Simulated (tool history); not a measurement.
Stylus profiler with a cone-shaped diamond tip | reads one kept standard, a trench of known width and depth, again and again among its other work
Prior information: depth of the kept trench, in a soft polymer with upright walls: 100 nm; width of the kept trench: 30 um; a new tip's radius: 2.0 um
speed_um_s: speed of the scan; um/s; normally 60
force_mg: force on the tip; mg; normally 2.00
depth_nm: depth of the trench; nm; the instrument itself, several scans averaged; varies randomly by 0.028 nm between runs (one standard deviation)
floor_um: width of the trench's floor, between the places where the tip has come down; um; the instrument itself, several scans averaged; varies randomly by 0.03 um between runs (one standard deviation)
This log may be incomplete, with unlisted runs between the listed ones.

Run 1, hour 0.0: usual settings. Result: depth_nm 100.43 nm, floor_um 28.16 um.
Run 2, hour 20.4: usual settings. Result: depth_nm 100.40 nm, floor_um 28.14 um.
Run 3, hour 55.9: usual settings. Result: depth_nm 100.40 nm, floor_um 28.20 um.
Run 4, hour 87.6: usual settings but force_mg 4.10 mg. Result: depth_nm 100.70 nm, floor_um 28.30 um.
Run 5, hour 121.3: usual settings but force_mg 4.10 mg. Result: depth_nm 100.74 nm, floor_um 28.28 um.
Run 6, hour 154.5: usual settings but speed_um_s 30 um/s. Result: depth_nm 100.42 nm, floor_um 28.29 um.
Run 7, hour 176.9: usual settings but speed_um_s 30 um/s. Result: depth_nm 100.32 nm, floor_um 28.34 um.
Run 8, hour 209.6: usual settings but speed_um_s 30 um/s. Result: depth_nm 100.35 nm, floor_um 28.32 um.
Run 9, hour 236.5: usual settings but speed_um_s 30 um/s. Result: depth_nm 100.35 nm, floor_um 28.35 um.
Run 10, hour 267.0: usual settings but force_mg 1.05 mg. Result: depth_nm 100.18 nm, floor_um 28.10 um.
Run 11, hour 304.3: usual settings but force_mg 1.05 mg. Result: depth_nm 100.20 nm, floor_um 28.04 um.
Run 12, hour 322.5: usual settings but force_mg 1.05 mg. Result: depth_nm 100.22 nm, floor_um 27.99 um.
Run 13, hour 342.9: usual settings but force_mg 1.05 mg. Result: depth_nm 100.16 nm, floor_um 28.01 um.
Run 14, hour 364.5: usual settings but force_mg 1.05 mg. Result: depth_nm 100.19 nm, floor_um 27.98 um.
Run 15, hour 396.9: usual settings. Result: depth_nm 100.38 nm, floor_um 28.10 um.
Run 16, hour 417.6: usual settings. Result: depth_nm 100.37 nm, floor_um 28.16 um.
Run 17, hour 438.9: usual settings but speed_um_s 29 um/s. Result: depth_nm 100.33 nm, floor_um 28.32 um.
Run 18, hour 473.0: usual settings but speed_um_s 19 um/s. Result: depth_nm 100.35 nm, floor_um 28.32 um.
Run 19, hour 499.2: usual settings but speed_um_s 19 um/s. Result: depth_nm 100.36 nm, floor_um 28.32 um.
Run 20, hour 518.7: usual settings but speed_um_s 19 um/s. Result: depth_nm 100.37 nm, floor_um 28.36 um.
Run 21, hour 550.6: usual settings but speed_um_s 19 um/s. Result: depth_nm 100.38 nm, floor_um 28.33 um.
Run 22, hour 570.0: usual settings. Result: depth_nm 100.36 nm, floor_um 28.12 um.
Run 23, hour 602.8: usual settings. Result: depth_nm 100.34 nm, floor_um 28.12 um.
Run 24, hour 636.5: usual settings. Result: depth_nm 100.29 nm, floor_um 28.10 um.
Run 25, hour 671.7: usual settings. Result: depth_nm 100.29 nm, floor_um 28.07 um.
Run 26, hour 697.9: usual settings but speed_um_s 44 um/s, force_mg 5.35 mg. Result: depth_nm 100.81 nm, floor_um 28.27 um.
Run 27, hour 725.7: usual settings but speed_um_s 19 um/s, force_mg 1.73 mg. Result: depth_nm 100.26 nm, floor_um 28.32 um.
Run 28, hour 762.1: usual settings but speed_um_s 19 um/s, force_mg 0.84 mg. Result: depth_nm 100.11 nm, floor_um 28.25 um.
Run 29, hour 791.0: usual settings but speed_um_s 48 um/s, force_mg 1.40 mg. Result: depth_nm 100.23 nm, floor_um 28.06 um.
Run 30, hour 810.5: usual settings but speed_um_s 224 um/s, force_mg 4.73 mg. Result: depth_nm 100.77 nm, floor_um 27.58 um.
Run 31, hour 842.2: usual settings but speed_um_s 224 um/s, force_mg 4.73 mg. Result: depth_nm 100.70 nm, floor_um 27.60 um.
Run 32, hour 860.8: usual settings but speed_um_s 224 um/s, force_mg 4.73 mg. Result: depth_nm 100.70 nm, floor_um 27.57 um.
Run 33, hour 882.8: usual settings but speed_um_s 122 um/s, force_mg 1.41 mg. Result: depth_nm 100.19 nm, floor_um 27.54 um.
Run 34, hour 910.6: usual settings but speed_um_s 197 um/s, force_mg 4.11 mg. Result: depth_nm 100.66 nm, floor_um 27.62 um.
Run 35, hour 929.5: usual settings but speed_um_s 19 um/s, force_mg 1.00 mg. Result: depth_nm 100.08 nm, floor_um 28.22 um.
Run 36, hour 952.2: usual settings but force_mg 3.99 mg. Result: depth_nm 100.63 nm, floor_um 28.20 um.
Run 37, hour 983.3: usual settings but force_mg 3.99 mg. Result: depth_nm 100.61 nm, floor_um 28.15 um.
Run 38, hour 1004.2: usual settings but speed_um_s 127 um/s, force_mg 2.17 mg. Result: depth_nm 100.37 nm, floor_um 27.68 um.
At hour 1010.0: height scale calibrated on a step standard.
Run 39, hour 1026.3: usual settings but speed_um_s 59 um/s, force_mg 1.66 mg. Result: depth_nm 100.33 nm, floor_um 28.03 um.
Run 40, hour 1057.9: usual settings but speed_um_s 59 um/s, force_mg 1.66 mg. Result: depth_nm 100.36 nm, floor_um 28.04 um.
Run 41, hour 1080.2: usual settings but speed_um_s 33 um/s. Result: depth_nm 100.37 nm, floor_um 28.16 um.
Run 42, hour 1118.1: usual settings but speed_um_s 33 um/s. Result: depth_nm 100.41 nm, floor_um 28.24 um.
Run 43, hour 1147.8: usual settings but speed_um_s 39 um/s, force_mg 1.46 mg. Result: depth_nm 100.35 nm, floor_um 28.13 um.
Run 44, hour 1185.4: usual settings but speed_um_s 105 um/s, force_mg 0.96 mg. Result: depth_nm 100.23 nm, floor_um 27.57 um.
Run 45, hour 1217.8: usual settings but speed_um_s 105 um/s, force_mg 0.96 mg. Result: depth_nm 100.18 nm, floor_um 27.50 um.
Run 46, hour 1253.0: usual settings but speed_um_s 99 um/s, force_mg 1.55 mg. Result: depth_nm 100.37 nm, floor_um 27.77 um.

Some steps in depth_nm, run to run, broken into two amounts with sign: the step expected even without the hidden condition (settings, incoming material, random variation), and the rest, left for the hidden condition together with whatever gauge scatter is not in both the measured and the hidden-condition-free result:
Unlogged tool condition in this case: radius of the tip, um; height scale over the true one, %; drift of the gauge itself on depth_nm, %; drift of the gauge itself on floor_um, %.
Run 4 -> 5: nothing adjusted, nothing logged. depth_nm +0.04 nm: hidden state -0.01, all else +0.05.
Run 7 -> 8: nothing adjusted, nothing logged. depth_nm +0.03 nm: hidden state -0.01, all else +0.04.
Run 26 -> 27: speed_um_s 44 -> 19, force_mg 5.35 -> 1.73. depth_nm -0.55 nm: hidden state +0.00, all else -0.55.
Run 34 -> 35: speed_um_s 197 -> 19, force_mg 4.11 -> 1.00. depth_nm -0.58 nm: hidden state -0.01, all else -0.57.
Run 35 -> 36: speed_um_s 19 -> 60, force_mg 1.00 -> 3.99. depth_nm +0.55 nm: hidden state +0.00, all else +0.55.
Run 38 -> 39: speed_um_s 127 -> 59, force_mg 2.17 -> 1.66, height scale calibrated on a step standard. depth_nm -0.04 nm: hidden state +0.12, all else -0.16.
